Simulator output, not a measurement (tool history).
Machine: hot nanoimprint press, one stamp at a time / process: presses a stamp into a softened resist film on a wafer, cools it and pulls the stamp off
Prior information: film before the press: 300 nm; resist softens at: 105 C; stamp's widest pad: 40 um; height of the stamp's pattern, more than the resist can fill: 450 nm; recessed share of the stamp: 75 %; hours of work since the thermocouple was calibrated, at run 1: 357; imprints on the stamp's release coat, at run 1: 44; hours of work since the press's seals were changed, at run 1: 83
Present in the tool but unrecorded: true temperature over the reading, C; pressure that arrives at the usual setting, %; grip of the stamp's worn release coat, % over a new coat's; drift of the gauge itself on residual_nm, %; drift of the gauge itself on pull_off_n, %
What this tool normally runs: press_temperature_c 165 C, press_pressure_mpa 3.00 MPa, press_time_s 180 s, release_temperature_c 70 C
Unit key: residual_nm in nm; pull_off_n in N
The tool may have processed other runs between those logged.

| run | hour | press_temperature_c | press_pressure_mpa | press_time_s | release_temperature_c | hours of work since the thermocouple was calibrated | imprints on the stamp's release coat | hours of work since the press's seals were changed | residual_nm | pull_off_n |
|---|---|---|---|---|---|---|---|---|---|---|
| 1 | 0.0 | 165 | 3.00 | 180 | 70 | 357 | 44 | 83 | 133.3 | 148 |
| 2 | 5.4 | 165 | 3.00 | 180 | 70 | 360 | 52 | 85 | 132.7 | 150 |
| 3 | 14.6 | 165 | 3.00 | 180 | 70 | 363 | 66 | 89 | 133.1 | 148 |
| 4 | 20.6 | 167 | 3.00 | 180 | 70 | 366 | 75 | 92 | 119.7 | 145 |
| 5 | 26.0 | 167 | 3.00 | 293 | 70 | 368 | 83 | 94 | 99.7 | 149 |
| 6 | 30.9 | 165 | 3.00 | 180 | 70 | 370 | 90 | 96 | 132.4 | 148 |
| 7 | 37.1 | 165 | 3.00 | 180 | 70 | 373 | 100 | 99 | 132.7 | 151 |
|  | 40.6 | plate thermocouple calibrated |
| 8 | 44.1 | 165 | 3.00 | 180 | 70 | 1 | 105 | 100 | 131.0 | 147 |
| 9 | 48.5 | 165 | 3.00 | 180 | 70 | 3 | 112 | 102 | 131.0 | 149 |
| 10 | 55.2 | 165 | 3.00 | 180 | 70 | 6 | 122 | 105 | 131.5 | 147 |
| 11 | 63.5 | 165 | 3.00 | 180 | 70 | 10 | 135 | 108 | 130.8 | 149 |
| 12 | 72.5 | 165 | 3.00 | 180 | 78 | 13 | 148 | 112 | 131.0 | 136 |
| 13 | 77.2 | 165 | 3.14 | 143 | 70 | 15 | 155 | 114 | 139.0 | 150 |
| 14 | 86.7 | 173 | 3.20 | 180 | 72 | 19 | 169 | 118 | 85.9 | 146 |
|  | 92.6 | plate thermocouple calibrated, once more |
| 15 | 96.6 | 159 | 3.00 | 180 | 70 | 2 | 179 | 121 | 180.8 | 152 |
| 16 | 105.0 | 164 | 1.96 | 180 | 70 | 5 | 192 | 124 | 174.2 | 156 |
| 17 | 114.0 | 168 | 1.94 | 128 | 69 | 9 | 205 | 128 | 164.9 | 156 |
| 18 | 118.6 | 165 | 3.00 | 297 | 70 | 11 | 212 | 130 | 113.4 | 156 |
| 19 | 127.1 | 165 | 3.00 | 297 | 70 | 14 | 225 | 134 | 113.9 | 152 |
| 20 | 136.4 | 171 | 3.78 | 297 | 61 | 18 | 239 | 137 | 74.2 | 173 |
| 21 | 144.8 | 171 | 3.78 | 297 | 61 | 22 | 251 | 141 | 74.5 | 172 |
| 22 | 151.3 | 166 | 2.02 | 297 | 70 | 24 | 261 | 144 | 130.9 | 155 |
| 23 | 158.2 | 165 | 3.06 | 217 | 75 | 27 | 271 | 147 | 126.5 | 144 |
| 24 | 162.4 | 165 | 3.06 | 217 | 75 | 29 | 278 | 148 | 127.7 | 146 |

Branching from run 24: 4 alternative next runs. What would each branch give?
| A | 169.0 | 165 | 3.00 | 230 | 70 | 32 | 288 | 151 | ? | ? |
| B | 169.0 | 164 | 2.08 | 317 | 75 | 32 | 288 | 151 | ? | ? |
| C | 169.0 | 165 | 3.57 | 105 | 70 | 32 | 288 | 151 | ? | ? |
| D | 169.0 | 165 | 3.00 | 266 | 70 | 32 | 288 | 151 | ? | ? |

| run | residual_nm | pull_off_n |
|---|---|---|
| A | 125.2 | 156 |
| B | 139.9 | 146 |
| C | 152.2 | 159 |
| D | 118.9 | 154 |
The same runs, with their run-to-run variation unchanged, on a tool lacking any hidden condition would have given:
| run | residual_nm | pull_off_n |
|---|---|---|
| A | 124.8 | 148 |
| B | 139.6 | 139 |
| C | 151.6 | 152 |
| D | 118.5 | 146 |
